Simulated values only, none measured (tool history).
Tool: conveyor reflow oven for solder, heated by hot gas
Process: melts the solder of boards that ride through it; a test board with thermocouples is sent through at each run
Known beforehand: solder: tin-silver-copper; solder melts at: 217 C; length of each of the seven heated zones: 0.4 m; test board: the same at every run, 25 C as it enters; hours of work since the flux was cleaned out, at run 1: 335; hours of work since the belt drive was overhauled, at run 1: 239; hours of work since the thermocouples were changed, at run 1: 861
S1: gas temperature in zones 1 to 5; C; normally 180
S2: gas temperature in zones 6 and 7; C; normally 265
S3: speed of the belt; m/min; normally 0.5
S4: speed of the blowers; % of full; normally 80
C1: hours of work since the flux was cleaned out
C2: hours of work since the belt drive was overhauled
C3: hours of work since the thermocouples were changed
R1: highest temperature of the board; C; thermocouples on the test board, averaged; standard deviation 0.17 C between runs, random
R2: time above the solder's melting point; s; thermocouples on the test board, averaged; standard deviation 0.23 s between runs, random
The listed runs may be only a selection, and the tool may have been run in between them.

run   hour   S1   S2   S3  S4   C1   C2    C3     R1    R2
  1      0  180  265  0.5  80  335  239   861  249.7  71.7
  2   61.6  180  265  0.5  80  370  274   896  249.6  71.3
     100.7  -- flux residue cleaned out of gas plates and filters
  3    123  180  265  0.5  80   13  306   928  253.5  76.1
  4    168  189  265  0.5  80   38  331   954  254.7  81.5
  5  242.6  189  265  0.5  80   81  374   996  254.4  81.2
  6  311.4  189  265  0.5  61  120  413  1035    251  77.4
  7  344.3  189  265  0.5  61  138  431  1054  250.5  77.5
     403.8  -- thermocouples of zones 6 and 7 changed
  8  414.7  180  258  0.5  80  177  470     6  243.7  66.2
  9  490.9  180  258  0.5  52  220  514    49  238.4    56
 10  565.3  180  258  0.5  52  263  556    92  238.1  55.4
 11  604.5  180  258  0.5  52  285  578   114  237.8    55
 12  666.7  180  265  0.5  80  320  613   149  248.8  70.8
 13  706.6  180  265  0.5  80  343  636   172  248.4  70.4
 14    746  180  279  0.5  80  365  658   194  260.2  80.7
 15  784.5  180  279  0.5  80  387  680   216  259.9  80.1

Run 16 has not been measured yet. What should we expect?
     795.2  -- flux residue cleaned out of gas plates and filters
 16  850.7  180  277  0.5  80  32  715  251   ?   ?

{"run 16": {"R1": 261.9, "R2": 82.5}}
Minus the tool's unlogged condition, the same run would have read R1 261.9 C, R2 81.9 s.
